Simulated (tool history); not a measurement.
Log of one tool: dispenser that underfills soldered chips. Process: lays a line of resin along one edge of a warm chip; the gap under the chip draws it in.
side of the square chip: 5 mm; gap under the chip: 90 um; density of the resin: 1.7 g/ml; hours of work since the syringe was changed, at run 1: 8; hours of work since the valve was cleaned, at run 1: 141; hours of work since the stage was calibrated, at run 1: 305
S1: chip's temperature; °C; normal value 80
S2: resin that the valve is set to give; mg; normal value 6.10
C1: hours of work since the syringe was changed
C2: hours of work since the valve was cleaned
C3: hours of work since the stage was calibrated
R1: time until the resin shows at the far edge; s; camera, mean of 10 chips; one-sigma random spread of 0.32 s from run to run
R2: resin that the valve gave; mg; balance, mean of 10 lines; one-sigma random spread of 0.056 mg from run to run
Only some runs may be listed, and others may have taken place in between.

Run 1, hour 0.0: usual settings; C1 8; C2 141; C3 305. Result: R1 20.6 s, R2 5.79 mg.
At hour 6.7: new syringe of resin.
At hour 9.3: dispensing valve cleaned and set on the balance.
Run 2, hour 12.6: usual settings; C1 3; C2 2; C3 312. Result: R1 14.0 s, R2 6.06 mg.
Run 3, hour 23.6: usual settings; C1 10; C2 9; C3 319. Result: R1 24.1 s, R2 6.09 mg.
At hour 26.4: new syringe of resin.
Run 4, hour 30.4: usual settings but S2 5.30 mg; C1 3; C2 13; C3 323. Result: R1 14.5 s, R2 5.33 mg.
Run 5, hour 36.7: usual settings but S2 6.15 mg; C1 6; C2 17; C3 327. Result: R1 18.3 s, R2 6.14 mg.
At hour 45.0: new syringe of resin.
Run 6, hour 45.0: usual settings but S2 5.31 mg; C1 0; C2 22; C3 332. Result: R1 10.7 s, R2 5.32 mg.
Run 7, hour 52.3: usual settings; C1 5; C2 27; C3 337. Result: R1 15.6 s, R2 6.01 mg.
At hour 63.2: new syringe of resin.
Run 8, hour 63.2: usual settings; C1 0; C2 33; C3 343. Result: R1 11.2 s, R2 6.17 mg.
Run 9, hour 74.4: usual settings; C1 7; C2 40; C3 350. Result: R1 19.5 s, R2 6.08 mg.
At hour 81.8: new syringe of resin.
Run 10, hour 85.4: usual settings but S1 82 °C; C1 2; C2 47; C3 357. Result: R1 11.6 s, R2 6.04 mg.
Run 11, hour 95.1: usual settings but S1 82 °C; C1 8; C2 53; C3 363. Result: R1 19.7 s, R2 6.00 mg.
At hour 99.8: new syringe of resin.
Run 12, hour 107.5: usual settings but S1 82 °C; C1 5; C2 61; C3 371. Result: R1 14.6 s, R2 6.02 mg.
Run 13, hour 117.2: usual settings but S1 82 °C; C1 11; C2 67; C3 377. Result: R1 24.2 s, R2 5.98 mg.
At hour 118.5: new syringe of resin.
Run 14, hour 129.6: usual settings but S1 82 °C; C1 7; C2 74; C3 384. Result: R1 17.3 s, R2 5.96 mg.
At hour 137.2: new syringe of resin.
Run 15, hour 142.1: usual settings but S1 82 °C; C1 3; C2 82; C3 392. Result: R1 12.7 s, R2 5.91 mg.
Run 16, hour 147.7: usual settings but S1 82 °C; C1 7; C2 85; C3 396. Result: R1 17.0 s, R2 5.94 mg.
At hour 155.7: new syringe of resin.
Run 17, hour 159.9: usual settings but S1 79 °C; C1 3; C2 93; C3 403. Result: R1 13.6 s, R2 5.71 mg.
Run 18, hour 170.0: usual settings but S1 74 °C; C1 9; C2 99; C3 409. Result: R1 27.8 s, R2 5.83 mg.
At hour 174.2: new syringe of resin.
Run 19, hour 178.7: usual settings but S1 74 °C; C1 3; C2 105; C3 415. Result: R1 17.5 s, R2 5.86 mg.
Run 20, hour 184.0: usual settings but S1 95 °C, S2 6.89 mg; C1 6; C2 108; C3 418. Result: R1 10.2 s, R2 6.66 mg.
Run 21, hour 189.1: usual settings but S1 95 °C, S2 6.89 mg; C1 9; C2 111; C3 421. Result: R1 13.4 s, R2 6.58 mg.
At hour 192.7: new syringe of resin.
Run 22, hour 199.5: usual settings but S1 95 °C, S2 6.89 mg; C1 4; C2 117; C3 428. Result: R1 8.5 s, R2 6.59 mg.
Run 23, hour 206.8: usual settings but S1 88 °C, S2 5.76 mg; C1 9; C2 122; C3 432. Result: R1 16.7 s, R2 5.53 mg.
At hour 211.1: new syringe of resin.
Run 24, hour 215.6: usual settings but S1 95 °C, S2 6.81 mg; C1 3; C2 127; C3 437. Result: R1 7.5 s, R2 6.59 mg.
Run 25, hour 224.0: usual settings but S1 79 °C, S2 5.68 mg; C1 8; C2 133; C3 443. Result: R1 21.4 s, R2 5.38 mg.
At hour 229.9: new syringe of resin.
Run 26, hour 229.9: usual settings but S1 79 °C, S2 5.68 mg; C1 0; C2 136; C3 446. Result: R1 11.7 s, R2 5.33 mg.
Run 27, hour 235.2: usual settings but S1 83 °C, S2 6.06 mg; C1 3; C2 139; C3 450. Result: R1 12.0 s, R2 5.82 mg.
Run 28, hour 244.8: usual settings but S1 83 °C, S2 6.06 mg; C1 9; C2 145; C3 456. Result: R1 20.5 s, R2 5.72 mg.
At hour 247.6: dispensing valve cleaned and set on the balance.
At hour 249.3: new syringe of resin.
Run 29, hour 256.6: usual settings but S1 83 °C, S2 6.40 mg; C1 5; C2 5; C3 462. Result: R1 13.8 s, R2 6.46 mg.
Run 30, hour 264.7: usual settings but S1 95 °C, S2 5.31 mg; C1 10; C2 11; C3 467. Result: R1 13.8 s, R2 5.30 mg.
At hour 267.9: new syringe of resin.
Run 31, hour 272.7: usual settings but S1 79 °C, S2 7.80 mg; C1 3; C2 15; C3 472. Result: R1 14.0 s, R2 7.80 mg.
Run 32, hour 282.3: usual settings but S1 82 °C, S2 6.67 mg; C1 9; C2 21; C3 478. Result: R1 20.3 s, R2 6.74 mg.
At hour 286.0: new syringe of resin.
Run 33, hour 292.1: usual settings but S1 82 °C, S2 6.67 mg; C1 4; C2 27; C3 484. Result: R1 13.3 s, R2 6.64 mg.
Run 34, hour 300.3: usual settings but S1 82 °C, S2 6.67 mg; C1 9; C2 32; C3 489. Result: R1 19.9 s, R2 6.49 mg.
At hour 304.5: new syringe of resin.
Run 35, hour 305.6: usual settings but S1 83 °C, S2 6.17 mg; C1 1; C2 36; C3 492. Result: R1 9.8 s, R2 6.19 mg.
Run 36, hour 312.8: usual settings but S1 81 °C, S2 6.28 mg; C1 5; C2 40; C3 497. Result: R1 15.8 s, R2 6.20 mg.

Measured minus without-hidden-state, run by run (identical run-to-run variation in each term; gauge scatter may differ):
Hidden conditions of the tool in this case: resin's viscosity, % of fresh resin's; dose that the valve gives, % of what is set; true chip temperature over the reading, C; drift of the gauge itself on fill_s, %; drift of the gauge itself on given_mg, %.
run     R1     R2
  1   +8.4  -0.33
  2   +2.0  +0.01
  3  +12.4  -0.01
  4   +1.6  -0.01
  5   +6.4  -0.03
  6   -1.1  -0.04
  7   +3.7  -0.05
  8   -1.1  -0.07
  9   +7.0  -0.08
 10   +0.8  -0.10
 11   +8.1  -0.11
 12   +3.7  -0.13
 13  +12.6  -0.14
 14   +6.4  -0.16
 15   +1.8  -0.18
 16   +6.0  -0.18
 17   +1.3  -0.20
 18  +12.3  -0.22
 19   +1.9  -0.23
 20   +3.2  -0.26
 21   +6.2  -0.28
 22   +1.8  -0.29
 23   +7.4  -0.25
 24   +0.8  -0.32
 25   +8.7  -0.28
 26   -1.1  -0.28
 27   +1.8  -0.31
 28   +9.5  -0.32
 29   +2.9  -0.02
 30   +6.5  -0.03
 31   +1.4  -0.06
 32   +8.9  -0.06
 33   +2.0  -0.08
 34   +8.6  -0.09
 35   -0.8  -0.09
 36   +3.7  -0.10

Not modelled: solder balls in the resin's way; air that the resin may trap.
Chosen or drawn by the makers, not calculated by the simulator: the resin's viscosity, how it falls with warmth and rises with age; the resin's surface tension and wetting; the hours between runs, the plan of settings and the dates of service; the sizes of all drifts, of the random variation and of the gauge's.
